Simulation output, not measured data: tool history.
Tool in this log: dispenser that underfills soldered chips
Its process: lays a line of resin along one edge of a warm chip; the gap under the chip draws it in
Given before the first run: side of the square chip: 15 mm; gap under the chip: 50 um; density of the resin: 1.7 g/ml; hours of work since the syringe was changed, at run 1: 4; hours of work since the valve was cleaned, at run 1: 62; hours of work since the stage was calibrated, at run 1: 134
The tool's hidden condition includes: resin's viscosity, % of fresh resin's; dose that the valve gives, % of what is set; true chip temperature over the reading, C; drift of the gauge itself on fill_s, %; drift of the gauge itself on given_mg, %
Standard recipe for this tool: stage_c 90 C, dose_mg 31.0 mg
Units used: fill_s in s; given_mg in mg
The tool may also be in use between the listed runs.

| run | hour | stage_c | dose_mg | hours of work since the syringe was changed | hours of work since the valve was cleaned | hours of work since the stage was calibrated | fill_s | given_mg |
|---|---|---|---|---|---|---|---|---|
| 1 | 0.0 | 90 | 31.0 | 4 | 62 | 134 | 292.1 | 29.57 |
| 2 | 3.5 | 90 | 31.0 | 7 | 64 | 136 | 361.3 | 29.60 |
|  | 6.1 | new syringe of resin |
| 3 | 8.5 | 90 | 31.0 | 2 | 68 | 140 | 234.6 | 29.35 |
| 4 | 16.1 | 90 | 31.0 | 7 | 73 | 145 | 365.4 | 29.37 |
|  | 17.8 | new syringe of resin |
| 5 | 21.2 | 90 | 31.0 | 2 | 77 | 149 | 249.1 | 29.08 |
| 6 | 29.1 | 90 | 31.0 | 8 | 83 | 155 | 395.9 | 29.11 |
|  | 30.1 | new syringe of resin |
| 7 | 34.2 | 77 | 35.9 | 3 | 86 | 158 | 462.7 | 33.68 |
| 8 | 41.5 | 95 | 35.3 | 8 | 91 | 163 | 316.5 | 32.92 |
|  | 42.6 | new syringe of resin |
|  | 47.2 | dispensing valve cleaned and set on the balance |
| 9 | 49.9 | 95 | 35.3 | 5 | 2 | 168 | 239.3 | 35.41 |
| 10 | 53.7 | 103 | 31.5 | 7 | 5 | 171 | 209.4 | 31.26 |
|  | 55.6 | new syringe of resin |
| 11 | 61.8 | 103 | 37.1 | 4 | 10 | 177 | 164.9 | 36.72 |

What if the next run were any one of these 4? Each begins from the tool's condition after run 11:
| A | 66.8 | 101 | 37.1 | 8 | 14 | 180 | ? | ? |
| B | 66.8 | 90 | 36.1 | 8 | 14 | 180 | ? | ? |
| C | 66.8 | 103 | 37.7 | 8 | 14 | 180 | ? | ? |
| D | 66.8 | 104 | 37.5 | 8 | 14 | 180 | ? | ? |

| run | fill_s | given_mg |
|---|---|---|
| A | 242.3 | 36.80 |
| B | 395.6 | 35.89 |
| C | 218.6 | 37.38 |
| D | 216.2 | 37.16 |
The same runs, with their run-to-run variation unchanged, on a tool lacking any hidden condition would have given:
| run | fill_s | given_mg |
|---|---|---|
| A | 122.9 | 37.17 |
| B | 200.4 | 36.24 |
| C | 110.9 | 37.74 |
| D | 109.5 | 37.52 |
